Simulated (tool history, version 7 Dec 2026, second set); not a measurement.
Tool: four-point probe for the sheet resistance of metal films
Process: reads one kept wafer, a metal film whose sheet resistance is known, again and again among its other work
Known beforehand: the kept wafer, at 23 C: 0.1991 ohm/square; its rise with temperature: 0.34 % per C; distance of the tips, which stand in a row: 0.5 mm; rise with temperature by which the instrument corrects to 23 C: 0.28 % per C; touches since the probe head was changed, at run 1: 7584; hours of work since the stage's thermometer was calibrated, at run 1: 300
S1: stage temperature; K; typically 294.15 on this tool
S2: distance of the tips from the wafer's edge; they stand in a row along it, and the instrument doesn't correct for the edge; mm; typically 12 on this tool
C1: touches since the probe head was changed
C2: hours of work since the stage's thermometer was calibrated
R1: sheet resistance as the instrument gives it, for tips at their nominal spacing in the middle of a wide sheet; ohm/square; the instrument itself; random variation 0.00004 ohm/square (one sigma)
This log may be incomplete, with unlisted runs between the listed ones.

run   hour      S1  S2     C1   C2        R1
  1      0  294.15  12   7584  300   0.19854
  2   18.7  294.15  12   7746  308  0.198503
  3   43.1  294.15  12   7958  319  0.198459
  4   80.7  294.15  12   8283  334  0.198518
  5  118.5  295.15  12   8610  350  0.198615
  6  149.3  295.15  12   8878  363   0.19858
  7  177.3  295.15  12   9120  375   0.19861
  8  207.4  295.15  12   9381  387  0.198529
  9  243.2  294.15  12   9691  402  0.198434
 10  268.3  294.15  12   9909  413  0.198519
 11  296.3  294.15  12  10152  425    0.1985
 12  313.9  294.15  12  10304  432  0.198433
 13    348  294.15  12  10599  446  0.198423
 14  369.2  294.15  29  10783  455  0.198326
 15  393.4  294.15  29  10992  465  0.198339
 16  423.4  294.15  29  11252  478  0.198373
 17  444.7  294.15  29  11438  487  0.198313
 18  479.6  294.15  29  11740  502  0.198364
 19  499.4  294.15   7  11911  510  0.198757
 20  521.9  294.15   7  12106  519  0.198744
 21  541.2  295.15  12  12273  528  0.198477
 22  564.3  295.15  12  12474  537  0.198563
 23  597.8  295.15  12  12764  551  0.198571
 24  613.4  305.15  53  12899  558  0.199438
 25  629.1  293.15  47  13035  564  0.198163
 26  655.4  293.15  47  13262  575  0.198127
 27  692.5  294.15  12  13584  591  0.198405
 28  724.5  294.15  12  13862  604  0.198535
 29  747.7  304.15  60  14062  614  0.199373
 30  764.6  304.15  60  14209  621  0.199456
 31    795  295.15   6  14472  634  0.199078
 32  823.3  305.15  12  14718  646  0.199658
 33  839.4  305.15  12  14857  653  0.199656
 34  870.3  303.15  12  15125  666  0.199312
 35  901.6  303.15  12  15396  679  0.199351
 36  929.3  303.15  12  15636  690  0.199424
 37    956  303.15  12  15867  702  0.199421
 38  971.4  303.15  12  16001  708   0.19943
 39  993.9  299.15  40  16196  717  0.198785

Below are 3 alternative next runs, each starting from the tool's condition after run 39. Predict each:
  A  1032  299.15   9  16526  733   ?
  B  1032  293.15   6  16526  733   ?
  C  1032  303.15  39  16526  733   ?

run        R1
  A  0.199071
  B  0.198816
  C  0.199176
Take away the tool's hidden state, keep each run's random variation, and the runs would have read:
run        R1
  A  0.199734
  B  0.199474
  C  0.199842

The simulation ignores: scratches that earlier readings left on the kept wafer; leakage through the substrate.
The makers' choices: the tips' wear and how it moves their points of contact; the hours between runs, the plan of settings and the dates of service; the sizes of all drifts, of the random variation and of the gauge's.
